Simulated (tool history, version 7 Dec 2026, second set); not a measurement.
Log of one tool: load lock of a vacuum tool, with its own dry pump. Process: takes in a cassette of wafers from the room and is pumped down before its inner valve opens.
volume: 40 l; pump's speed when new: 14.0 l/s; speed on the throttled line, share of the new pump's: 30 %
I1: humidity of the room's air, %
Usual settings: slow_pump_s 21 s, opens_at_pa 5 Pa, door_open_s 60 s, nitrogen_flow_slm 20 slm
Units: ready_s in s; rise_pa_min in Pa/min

run 1 hour=0 | slow_pump_s=21 opens_at_pa=5 door_open_s=60 nitrogen_flow_slm=20 | I1=46.2 | ready_s=43.8 rise_pa_min=0.063
run 2 hour=86.3 | slow_pump_s=21 opens_at_pa=5 door_open_s=60 nitrogen_flow_slm=20 | I1=45.8 | ready_s=44.1 rise_pa_min=0.071
run 3 hour=168.2 | slow_pump_s=21 opens_at_pa=5 door_open_s=48 nitrogen_flow_slm=20 | I1=45.9 | ready_s=43.9 rise_pa_min=0.067
run 4 hour=254.6 | slow_pump_s=21 opens_at_pa=5 door_open_s=60 nitrogen_flow_slm=20 | I1=46.9 | ready_s=43.8 rise_pa_min=0.073
run 5 hour=300.1 | slow_pump_s=17 opens_at_pa=5 door_open_s=60 nitrogen_flow_slm=20 | I1=42 | ready_s=41.3 rise_pa_min=0.068
run 6 hour=407.4 | slow_pump_s=21 opens_at_pa=5 door_open_s=60 nitrogen_flow_slm=20 | I1=46.4 | ready_s=44.2 rise_pa_min=0.073
run 7 hour=463.1 | slow_pump_s=21 opens_at_pa=5 door_open_s=60 nitrogen_flow_slm=20 | I1=44.7 | ready_s=44.3 rise_pa_min=0.077
run 8 hour=566.8 | slow_pump_s=21 opens_at_pa=5 door_open_s=60 nitrogen_flow_slm=32 | I1=44.3 | ready_s=44.1 rise_pa_min=0.07
run 9 hour=644.1 | slow_pump_s=21 opens_at_pa=5 door_open_s=60 nitrogen_flow_slm=20 | I1=44.6 | ready_s=44.4 rise_pa_min=0.075
run 10 hour=727.7 | slow_pump_s=21 opens_at_pa=5 door_open_s=60 nitrogen_flow_slm=20 | I1=43.6 | ready_s=44.1 rise_pa_min=0.071
run 11 hour=795.2 | slow_pump_s=21 opens_at_pa=5 door_open_s=60 nitrogen_flow_slm=20 | I1=47.8 | ready_s=44.3 rise_pa_min=0.08
run 12 hour=866.2 | slow_pump_s=21 opens_at_pa=5 door_open_s=60 nitrogen_flow_slm=20 | I1=44.8 | ready_s=44.6 rise_pa_min=0.073
run 13 hour=924.7 | slow_pump_s=21 opens_at_pa=5 door_open_s=60 nitrogen_flow_slm=20 | I1=47.2 | ready_s=43.8 rise_pa_min=0.083
run 14 hour=1029.4 | slow_pump_s=21 opens_at_pa=5 door_open_s=60 nitrogen_flow_slm=17 | I1=45.4 | ready_s=44.3 rise_pa_min=0.076
run 15 hour=1102.7 | slow_pump_s=21 opens_at_pa=5 door_open_s=60 nitrogen_flow_slm=9 | I1=48 | ready_s=44.3 rise_pa_min=0.096
run 16 hour=1152.3 | slow_pump_s=21 opens_at_pa=5 door_open_s=60 nitrogen_flow_slm=20 | I1=46.8 | ready_s=44.5 rise_pa_min=0.082
run 17 hour=1247.7 | slow_pump_s=21 opens_at_pa=5 door_open_s=60 nitrogen_flow_slm=20 | I1=43 | ready_s=44.3 rise_pa_min=0.085
run 18 hour=1306.4 | slow_pump_s=21 opens_at_pa=5 door_open_s=60 nitrogen_flow_slm=20 | I1=45.4 | ready_s=44.3 rise_pa_min=0.081
run 19 hour=1382.5 | slow_pump_s=21 opens_at_pa=5 door_open_s=60 nitrogen_flow_slm=20 | I1=48.2 | ready_s=44.3 rise_pa_min=0.085
run 20 hour=1492.9 | slow_pump_s=21 opens_at_pa=5 door_open_s=60 nitrogen_flow_slm=20 | I1=44.4 | ready_s=44.3 rise_pa_min=0.087
run 21 hour=1553.1 | slow_pump_s=21 opens_at_pa=7 door_open_s=117 nitrogen_flow_slm=6 | I1=45.8 | ready_s=43.5 rise_pa_min=0.114
run 22 hour=1636.6 | slow_pump_s=21 opens_at_pa=8 door_open_s=217 nitrogen_flow_slm=20 | I1=44.1 | ready_s=42.9 rise_pa_min=0.103
run 23 hour=1707.5 | slow_pump_s=39 opens_at_pa=4 door_open_s=178 nitrogen_flow_slm=21 | I1=49.5 | ready_s=57 rise_pa_min=0.101
run 24 hour=1773.2 | slow_pump_s=39 opens_at_pa=4 door_open_s=178 nitrogen_flow_slm=21 | I1=45.4 | ready_s=57.9 rise_pa_min=0.104
run 25 hour=1863.5 | slow_pump_s=39 opens_at_pa=4 door_open_s=178 nitrogen_flow_slm=21 | I1=44.8 | ready_s=57.6 rise_pa_min=0.105
run 26 hour=1940 | slow_pump_s=21 opens_at_pa=5 door_open_s=60 nitrogen_flow_slm=5 | I1=43.5 | ready_s=44.5 rise_pa_min=0.105
run 27 hour=2020.2 | slow_pump_s=21 opens_at_pa=5 door_open_s=60 nitrogen_flow_slm=5 | I1=47.9 | ready_s=44.5 rise_pa_min=0.112
run 28 hour=2122.4 | slow_pump_s=11 opens_at_pa=5 door_open_s=60 nitrogen_flow_slm=8 | I1=46.2 | ready_s=37.9 rise_pa_min=0.105
run 29 hour=2219.9 | slow_pump_s=11 opens_at_pa=5 door_open_s=60 nitrogen_flow_slm=8 | I1=45.6 | ready_s=37.8 rise_pa_min=0.113
run 30 hour=2310.6 | slow_pump_s=23 opens_at_pa=5 door_open_s=60 nitrogen_flow_slm=6 | I1=48.5 | ready_s=46.2 rise_pa_min=0.125
run 31 hour=2359.2 | slow_pump_s=23 opens_at_pa=5 door_open_s=60 nitrogen_flow_slm=6 | I1=44.5 | ready_s=45.7 rise_pa_min=0.127
run 32 hour=2462.1 | slow_pump_s=37 opens_at_pa=5 door_open_s=60 nitrogen_flow_slm=20 | I1=45.7 | ready_s=55.6 rise_pa_min=0.1
run 33 hour=2531.7 | slow_pump_s=21 opens_at_pa=5 door_open_s=60 nitrogen_flow_slm=21 | I1=41 | ready_s=44.7 rise_pa_min=0.1
run 34 hour=2601.5 | slow_pump_s=21 opens_at_pa=5 door_open_s=60 nitrogen_flow_slm=21 | I1=43.7 | ready_s=44.4 rise_pa_min=0.099
run 35 hour=2676.3 | slow_pump_s=22 opens_at_pa=5 door_open_s=41 nitrogen_flow_slm=24 | I1=44.8 | ready_s=45.5 rise_pa_min=0.105
run 36 hour=2752.3 | slow_pump_s=25 opens_at_pa=5 door_open_s=60 nitrogen_flow_slm=20 | I1=43.5 | ready_s=47.6 rise_pa_min=0.112

The same runs without the tool's hidden state, with the same run-to-run variation:
The hidden state here: pump's speed, % of a new pump's; leak at the door's seal, Pa l/s; drift of the gauge itself on ready_s, %; drift of the gauge itself on rise_pa_min, %.
run=1 ready_s=43.3 rise_pa_min=0.022
run=2 ready_s=43.5 rise_pa_min=0.029
run=3 ready_s=43.3 rise_pa_min=0.024
run=4 ready_s=43.2 rise_pa_min=0.029
run=5 ready_s=40.7 rise_pa_min=0.023
run=6 ready_s=43.5 rise_pa_min=0.025
run=7 ready_s=43.6 rise_pa_min=0.029
run=8 ready_s=43.3 rise_pa_min=0.02
run=9 ready_s=43.7 rise_pa_min=0.025
run=10 ready_s=43.4 rise_pa_min=0.02
run=11 ready_s=43.5 rise_pa_min=0.027
run=12 ready_s=43.8 rise_pa_min=0.02
run=13 ready_s=43 rise_pa_min=0.027
run=14 ready_s=43.4 rise_pa_min=0.02
run=15 ready_s=43.4 rise_pa_min=0.038
run=16 ready_s=43.6 rise_pa_min=0.023
run=17 ready_s=43.4 rise_pa_min=0.025
run=18 ready_s=43.3 rise_pa_min=0.018
run=19 ready_s=43.3 rise_pa_min=0.022
run=20 ready_s=43.3 rise_pa_min=0.023
run=21 ready_s=42.5 rise_pa_min=0.049
run=22 ready_s=42 rise_pa_min=0.035
run=23 ready_s=56.2 rise_pa_min=0.033
run=24 ready_s=57.1 rise_pa_min=0.036
run=25 ready_s=56.8 rise_pa_min=0.033
run=26 ready_s=43.3 rise_pa_min=0.034
run=27 ready_s=43.3 rise_pa_min=0.038
run=28 ready_s=36.6 rise_pa_min=0.03
run=29 ready_s=36.4 rise_pa_min=0.036
run=30 ready_s=44.9 rise_pa_min=0.045
run=31 ready_s=44.4 rise_pa_min=0.046
run=32 ready_s=54.6 rise_pa_min=0.018
run=33 ready_s=43.4 rise_pa_min=0.017
run=34 ready_s=43.1 rise_pa_min=0.015
run=35 ready_s=44.1 rise_pa_min=0.019
run=36 ready_s=46.3 rise_pa_min=0.024

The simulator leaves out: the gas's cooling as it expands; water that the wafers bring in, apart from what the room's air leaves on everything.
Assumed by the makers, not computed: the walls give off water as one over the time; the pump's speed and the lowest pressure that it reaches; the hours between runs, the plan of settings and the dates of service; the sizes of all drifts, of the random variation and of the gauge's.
